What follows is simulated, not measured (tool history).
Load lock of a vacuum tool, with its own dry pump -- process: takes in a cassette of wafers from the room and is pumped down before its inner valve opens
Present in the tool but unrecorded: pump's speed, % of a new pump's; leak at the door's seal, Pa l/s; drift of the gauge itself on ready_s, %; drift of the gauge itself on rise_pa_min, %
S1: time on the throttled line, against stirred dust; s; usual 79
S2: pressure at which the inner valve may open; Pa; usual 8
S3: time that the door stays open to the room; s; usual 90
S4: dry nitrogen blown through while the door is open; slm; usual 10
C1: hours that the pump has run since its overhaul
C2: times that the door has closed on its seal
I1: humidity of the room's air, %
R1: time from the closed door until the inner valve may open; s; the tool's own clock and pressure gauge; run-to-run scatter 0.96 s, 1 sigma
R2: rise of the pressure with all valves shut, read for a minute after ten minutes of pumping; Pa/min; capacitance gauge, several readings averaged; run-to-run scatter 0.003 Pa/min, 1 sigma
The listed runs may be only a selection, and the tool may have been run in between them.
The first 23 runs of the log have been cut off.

| run | day | S1 | S2 | S3 | S4 | C1 | C2 | I1 | R1 | R2 |
|---|---|---|---|---|---|---|---|---|---|---|
| 24 | 427.333 | 48 | 8 | 90 | 23 | 2514 | 21490 | 43.2 | 133.8 | 0.155 |
| 25 | 442.338 | 79 | 15 | 52 | 10 | 2875 | 21953 | 42.1 | 150.4 | 0.158 |
| 26 | 461.204 | 84 | 15 | 30 | 10 | 3327 | 22534 | 40.9 | 155.6 | 0.15 |
| 27 | 486.104 | 105 | 12 | 30 | 22 | 3925 | 23301 | 43.5 | 173.5 | 0.151 |
| 28 | 499.429 | 105 | 12 | 30 | 22 | 4245 | 23712 | 44.3 | 171.8 | 0.153 |
| 29 | 517.429 | 105 | 12 | 193 | 4 | 4677 | 24267 | 45.3 | 176 | 0.226 |
| 30 | 535.754 | 79 | 14 | 35 | 10 | 5117 | 24831 | 43.8 | 156 | 0.172 |
| 31 | 546.112 | 79 | 14 | 35 | 10 | 5365 | 25150 | 42.3 | 154.9 | 0.172 |
| 32 | 563.817 | 117 | 8 | 90 | 10 | 5790 | 25696 | 44.1 | 189.8 | 0.203 |
| 33 | 581.567 | 54 | 8 | 52 | 38 | 6216 | 26243 | 45.8 | 143.1 | 0.183 |
| 34 | 592.825 | 79 | 12 | 219 | 10 | 6486 | 26590 | 46.9 | 156.7 | 0.242 |
| 35 | 613.354 | 73 | 8 | 48 | 10 | 6979 | 27222 | 45.4 | 160.1 | 0.207 |

Forecast run 36:
| 36 | 636.133 | 79 | 7 | 190 | 10 | 7526 | 27924 | 45.1 | ? | ? |

R1: 166.6 s
R2: 0.252 Pa/min
Take away the tool's hidden state, keep the run-to-run variation as it was, and the same run would have given R1 154.3 s, R2 0.072 Pa/min.
